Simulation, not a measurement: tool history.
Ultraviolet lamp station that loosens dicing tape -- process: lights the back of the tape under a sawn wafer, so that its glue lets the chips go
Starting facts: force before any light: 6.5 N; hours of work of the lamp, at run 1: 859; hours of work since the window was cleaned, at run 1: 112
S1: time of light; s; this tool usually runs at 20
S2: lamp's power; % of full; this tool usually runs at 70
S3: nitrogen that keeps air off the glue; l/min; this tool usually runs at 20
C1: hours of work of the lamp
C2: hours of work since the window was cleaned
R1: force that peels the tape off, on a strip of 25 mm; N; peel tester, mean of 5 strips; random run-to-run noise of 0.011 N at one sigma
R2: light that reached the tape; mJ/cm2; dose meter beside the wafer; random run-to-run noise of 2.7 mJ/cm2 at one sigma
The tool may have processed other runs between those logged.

| run | hour | S1 | S2 | S3 | C1 | C2 | R1 | R2 |
|---|---|---|---|---|---|---|---|---|
| 1 | 0 | 20 | 70 | 20 | 859 | 112 | 0.779 | 280 |
| 2 | 49.1 | 20 | 89 | 20 | 898 | 150 | 0.502 | 350 |
| 3 | 89.8 | 20 | 89 | 20 | 929 | 182 | 0.524 | 341 |
| 4 | 124.9 | 20 | 89 | 20 | 957 | 210 | 0.548 | 337 |
| 5 | 162.6 | 20 | 70 | 9 | 986 | 239 | 1.454 | 261 |
|  | 185.9 | window cleaned of glue's vapour |
| 6 | 217.4 | 20 | 70 | 9 | 1029 | 25 | 1.283 | 283 |
| 7 | 266.8 | 20 | 70 | 9 | 1067 | 63 | 1.288 | 279 |
| 8 | 303.1 | 20 | 70 | 20 | 1096 | 92 | 0.826 | 272 |
| 9 | 347.1 | 12 | 70 | 20 | 1130 | 126 | 1.931 | 163 |
| 10 | 410.5 | 12 | 70 | 20 | 1180 | 176 | 1.984 | 155 |
| 11 | 472.9 | 12 | 70 | 20 | 1228 | 224 | 2.029 | 152 |
|  | 517.4 | window cleaned of glue's vapour |
| 12 | 536.5 | 12 | 70 | 20 | 1278 | 15 | 1.858 | 158 |
| 13 | 598.8 | 20 | 70 | 31 | 1326 | 64 | 0.69 | 264 |
| 14 | 648.1 | 20 | 70 | 31 | 1365 | 102 | 0.773 | 260 |
| 15 | 712.8 | 36 | 70 | 20 | 1416 | 153 | 0.291 | 447 |
|  | 720.5 | lamp changed |
| 16 | 786.4 | 39 | 94 | 20 | 52 | 210 | 0.091 | 838 |
| 17 | 843.3 | 29 | 80 | 13 | 96 | 254 | 0.27 | 523 |
|  | 847.9 | window cleaned of glue's vapour |
| 18 | 909 | 30 | 69 | 11 | 147 | 48 | 0.337 | 498 |
| 19 | 977.8 | 14 | 80 | 8 | 201 | 102 | 1.496 | 255 |
| 20 | 1037 | 19 | 97 | 20 | 247 | 148 | 0.319 | 416 |
| 21 | 1104.6 | 30 | 99 | 20 | 300 | 201 | 0.124 | 647 |
| 22 | 1158.8 | 20 | 96 | 7 | 342 | 243 | 0.749 | 409 |
|  | 1176.6 | window cleaned of glue's vapour |
| 23 | 1197.1 | 16 | 96 | 7 | 372 | 16 | 0.996 | 351 |
| 24 | 1261.6 | 18 | 70 | 25 | 422 | 67 | 0.652 | 283 |
| 25 | 1311.4 | 18 | 70 | 25 | 461 | 105 | 0.724 | 274 |
| 26 | 1375.3 | 18 | 70 | 16 | 511 | 155 | 0.966 | 267 |

Run 27 has not been measured yet. What should we expect?
| 27 | 1436.5 | 18 | 70 | 16 | 559 | 203 | ? | ? |

Run 27 measured R1 1.005 N, R2 263 mJ/cm2.
With no hidden state in the tool, this same run would have given R1 0.69 N, R2 320 mJ/cm2.
